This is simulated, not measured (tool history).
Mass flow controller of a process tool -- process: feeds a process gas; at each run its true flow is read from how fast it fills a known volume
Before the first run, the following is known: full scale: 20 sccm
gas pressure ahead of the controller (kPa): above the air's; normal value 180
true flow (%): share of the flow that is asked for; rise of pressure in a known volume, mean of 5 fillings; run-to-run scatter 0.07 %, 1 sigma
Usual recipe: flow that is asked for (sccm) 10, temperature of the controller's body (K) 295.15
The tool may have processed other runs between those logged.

run     hour  flow that is asked for (sccm)  gas pressure ahead of the controller (kPa)  temperature of the controller's body (K)  true flow (%)
  1      0.0                             10                                         180                                    295.15          99.22
  2    466.9                             10                                         172                                    295.15          99.16
  3    812.0                             10                                         172                                    295.15          99.05
  4   1272.8                             10                                         172                                    295.15          98.67
  5   1544.3                             10                                         180                                    295.15          98.80
  6   1926.3                             10                                         180                                    295.15          98.65
  7   2200.5                             10                                         180                                    295.15          98.56
  8   2730.2                              2                                         180                                    295.15          97.57
  9   3014.6                              2                                         180                                    295.15          97.50
 10   3522.6                              2                                         180                                    295.15          97.28
 11   3994.2                              2                                         180                                    295.15          97.08
 12   4447.7                              2                                         180                                    295.15          96.98
 13   4781.7                              2                                         180                                    295.15          96.90
 14   5112.2                             10                                         156                                    295.15          97.38
 15   5429.6                             10                                         156                                    300.15          96.93
 16   5765.8                             10                                         173                                    300.15          97.03
 17   6139.8                             10                                         180                                    295.15          97.03
 18   6442.5                             13                                         180                                    295.15          97.22
      6514.9  -- controller's zero set anew
 19   6694.2                             13                                         180                                    295.15          97.20
 20   7213.1                             13                                         180                                    295.15          96.91
 21   7775.6                             13                                         180                                    295.15          96.93
      8091.3  -- gauge calibrated
      8148.5  -- controller exchanged for a calibrated one
 22   8303.4                             10                                         180                                    304.15          98.64
 23   8675.2                             10                                         180                                    304.15          98.47
 24   9019.4                             10                                         180                                    304.15          98.46
 25   9380.3                              4                                         180                                    293.15          98.32
 26   9681.0                              4                                         180                                    293.15          98.11
 27   9989.1                              7                                         180                                    295.15          98.28
 28  10374.4                              5                                         237                                    295.15          98.10
 29  10627.6                             10                                         184                                    294.15          98.45
 30  10908.9                             10                                         171                                    299.15          98.07
 31  11398.1                             19                                         258                                    300.15          98.59
 32  11879.9                              4                                         144                                    295.15          97.50
 33  12289.9                              4                                         144                                    295.15          97.08
 34  12616.5                              4                                         144                                    295.15          97.13
 35  13008.9                              4                                         144                                    295.15          97.02
 36  13345.6                              3                                         152                                    295.15          96.70
 37  13718.0                              6                                         145                                    295.15          96.80
 38  14056.4                              5                                         180                                    294.15          96.78
 39  14617.7                              5                                         180                                    294.15          96.63
 40  14888.3                             11                                         180                                    294.15          96.98
 41  15252.6                             11                                         180                                    294.15          96.97
 42  15493.8                              2                                         189                                    295.15          96.01
 43  15868.2                             10                                         248                                    299.15          96.48

Consider 4 possible next runs. They are alternatives, not a sequence: every one starts from the tool as it was left by run 43. What does each give?
  A  16142.6                              5                                         257                                    299.15              ?
  B  16142.6                             12                                         180                                    295.15              ?
  C  16142.6                              6                                         183                                    295.15              ?
  D  16142.6                              7                                         215                                    299.15              ?

run  true flow (%)
  A          95.85
  B          96.64
  C          96.01
  D          95.87
Without the tool's hidden state the same runs would have given:
run  true flow (%)
  A          98.61
  B          99.42
  C          98.77
  D          98.63
